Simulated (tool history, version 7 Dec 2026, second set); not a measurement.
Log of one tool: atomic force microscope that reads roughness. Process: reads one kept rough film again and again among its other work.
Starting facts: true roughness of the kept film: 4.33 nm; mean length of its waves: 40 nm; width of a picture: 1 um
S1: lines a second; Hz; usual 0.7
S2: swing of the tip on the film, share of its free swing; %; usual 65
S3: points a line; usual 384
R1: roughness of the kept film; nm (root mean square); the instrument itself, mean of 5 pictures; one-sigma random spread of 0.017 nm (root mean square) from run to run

Run 1, hour 0: usual settings. Result: R1 4.014 nm (root mean square).
Run 2, hour 55.3: usual settings. Result: R1 4.071 nm (root mean square).
Run 3, hour 100.6: usual settings. Result: R1 4.022 nm (root mean square).
At hour 118.6: new tip fitted.
Run 4, hour 151.2: usual settings. Result: R1 4.047 nm (root mean square).
Run 5, hour 210.8: usual settings. Result: R1 4.047 nm (root mean square).
At hour 228.9: height scale calibrated on a step standard.
Run 6, hour 271.8: usual settings but S2 69 %. Result: R1 4.028 nm (root mean square).
At hour 290.4: new tip fitted.
Run 7, hour 342: usual settings but S3 801. Result: R1 4.035 nm (root mean square).
Run 8, hour 389.1: usual settings but S1 3.917 Hz, S3 801. Result: R1 3.854 nm (root mean square).
Run 9, hour 429.5: usual settings. Result: R1 4.029 nm (root mean square).
At hour 464.6: new tip fitted.
Run 10, hour 475: usual settings but S2 81 %. Result: R1 3.968 nm (root mean square).
Run 11, hour 521.5: usual settings but S2 81 %. Result: R1 3.98 nm (root mean square).
Run 12, hour 560.3: usual settings but S2 81 %. Result: R1 3.968 nm (root mean square).
Run 13, hour 618.9: usual settings but S2 81 %. Result: R1 3.936 nm (root mean square).
At hour 638: new tip fitted.
Run 14, hour 677.6: usual settings but S1 1.345 Hz. Result: R1 4.031 nm (root mean square).
Run 15, hour 716: usual settings but S1 0.51 Hz. Result: R1 4.051 nm (root mean square).
Run 16, hour 746.5: usual settings but S1 0.51 Hz. Result: R1 4.044 nm (root mean square).
At hour 812: new tip fitted.
Run 17, hour 816.9: usual settings but S1 0.51 Hz. Result: R1 4.073 nm (root mean square).
Run 18, hour 857.4: usual settings but S3 494. Result: R1 4.036 nm (root mean square).
Run 19, hour 908.5: usual settings but S1 1.489 Hz, S3 508. Result: R1 4.037 nm (root mean square).
Run 20, hour 960.5: usual settings but S1 0.763 Hz, S3 370. Result: R1 4.062 nm (root mean square).
At hour 984.6: new tip fitted.
Run 21, hour 991: usual settings but S1 0.869 Hz, S2 76 %. Result: R1 3.998 nm (root mean square).
Run 22, hour 1052.1: usual settings but S1 0.869 Hz, S2 76 %. Result: R1 3.973 nm (root mean square).
Run 23, hour 1087.1: usual settings but S1 0.869 Hz, S2 76 %, S3 336. Result: R1 3.986 nm (root mean square).
Run 24, hour 1117.7: usual settings but S1 0.529 Hz, S2 66 %, S3 926. Result: R1 4.061 nm (root mean square).
At hour 1155.1: new tip fitted.
Run 25, hour 1176.5: usual settings but S1 0.529 Hz, S2 66 %, S3 926. Result: R1 4.078 nm (root mean square).
Run 26, hour 1205.1: usual settings but S1 0.529 Hz, S2 86 %, S3 574. Result: R1 3.996 nm (root mean square).
Run 27, hour 1267.2: usual settings but S3 259. Result: R1 4.004 nm (root mean square).
Run 28, hour 1301: usual settings but S1 1.599 Hz. Result: R1 3.983 nm (root mean square).
At hour 1329.4: new tip fitted.
Run 29, hour 1365.9: usual settings but S1 0.664 Hz, S2 77 %, S3 279. Result: R1 3.985 nm (root mean square).
Run 30, hour 1427.4: usual settings but S1 2.447 Hz, S3 725. Result: R1 3.936 nm (root mean square).
Run 31, hour 1470.5: usual settings but S1 2.447 Hz, S3 725. Result: R1 3.944 nm (root mean square).

Run 32 is up next; what results do you expect?
At hour 1500.7: new tip fitted.
Run 32, hour 1541.2: usual settings but S1 2.447 Hz, S3 725. Result: R1 ?.

For run 32 the tool returned R1 3.971 nm (root mean square).
With the hidden condition absent and the run-to-run variation left alone, this run would have shown R1 3.974 nm (root mean square).

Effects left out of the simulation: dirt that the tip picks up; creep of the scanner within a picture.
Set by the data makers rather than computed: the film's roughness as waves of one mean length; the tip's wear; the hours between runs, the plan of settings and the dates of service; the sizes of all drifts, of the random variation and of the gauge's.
